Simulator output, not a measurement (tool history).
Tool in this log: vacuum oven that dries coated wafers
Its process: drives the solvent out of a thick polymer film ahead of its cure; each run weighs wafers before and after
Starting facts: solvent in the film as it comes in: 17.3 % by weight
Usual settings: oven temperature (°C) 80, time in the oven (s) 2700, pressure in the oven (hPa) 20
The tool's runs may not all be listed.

| run | hour | oven temperature (°C) | time in the oven (s) | pressure in the oven (hPa) | solvent left in the film (%) |
|---|---|---|---|---|---|
| 1 | 0 | 80 | 2700 | 20 | 3.22 |
| 2 | 93.8 | 80 | 2700 | 20 | 3.19 |
| 3 | 168.6 | 80 | 2700 | 20 | 3.22 |
| 4 | 240.7 | 80 | 2700 | 20 | 3.21 |
| 5 | 300.8 | 80 | 2700 | 20 | 3.22 |
|  | 325.6 | vacuum gauge cleaned of residue and calibrated |
| 6 | 372.8 | 80 | 2700 | 20 | 3.23 |
| 7 | 450.3 | 80 | 2700 | 20 | 3.19 |
| 8 | 494.9 | 80 | 2700 | 20 | 3.19 |
| 9 | 590.2 | 80 | 2700 | 20 | 3.17 |
|  | 676.1 | oven's thermocouples calibrated |
| 10 | 676.1 | 80 | 2820 | 20 | 3.09 |
| 11 | 750.9 | 80 | 2820 | 20 | 3.09 |
| 12 | 817.9 | 80 | 2820 | 20 | 3.08 |
| 13 | 865.8 | 80 | 2820 | 20 | 3.09 |
| 14 | 936.9 | 80 | 2820 | 20 | 3.09 |
| 15 | 1017.3 | 80 | 2820 | 54.8 | 6.75 |
| 16 | 1066 | 80 | 2880 | 20 | 3.07 |
| 17 | 1169.5 | 80 | 2880 | 20 | 3.02 |
| 18 | 1248.1 | 80 | 2940 | 20 | 3.02 |
| 19 | 1337.1 | 80 | 2940 | 20 | 3 |
| 20 | 1440.1 | 90 | 2700 | 20 | 1.56 |
| 21 | 1515.1 | 90 | 2700 | 20 | 1.56 |
| 22 | 1574.1 | 74 | 2700 | 20 | 5.27 |
| 23 | 1627.7 | 74 | 2700 | 20 | 5.27 |
| 24 | 1734.3 | 74 | 1380 | 20 | 8.09 |
| 25 | 1802.5 | 74 | 1380 | 20 | 8.07 |
| 26 | 1850 | 86 | 1680 | 20 | 2.79 |
| 27 | 1935.1 | 80 | 1740 | 26 | 5.15 |
| 28 | 2035.2 | 68 | 2040 | 11.6 | 8.05 |
| 29 | 2135.8 | 72 | 2700 | 61.1 | 11.07 |
|  | 2176.5 | vacuum gauge cleaned of residue and calibrated |
| 30 | 2211.6 | 80 | 2700 | 20 | 3.19 |

Expected results for the next run?
| 31 | 2310.3 | 80 | 1320 | 20 | ? |

solvent left in the film (%): 5.77
Were there no unlogged condition in the tool, this run, its random variation unchanged, would have produced solvent left in the film (%) 5.78.
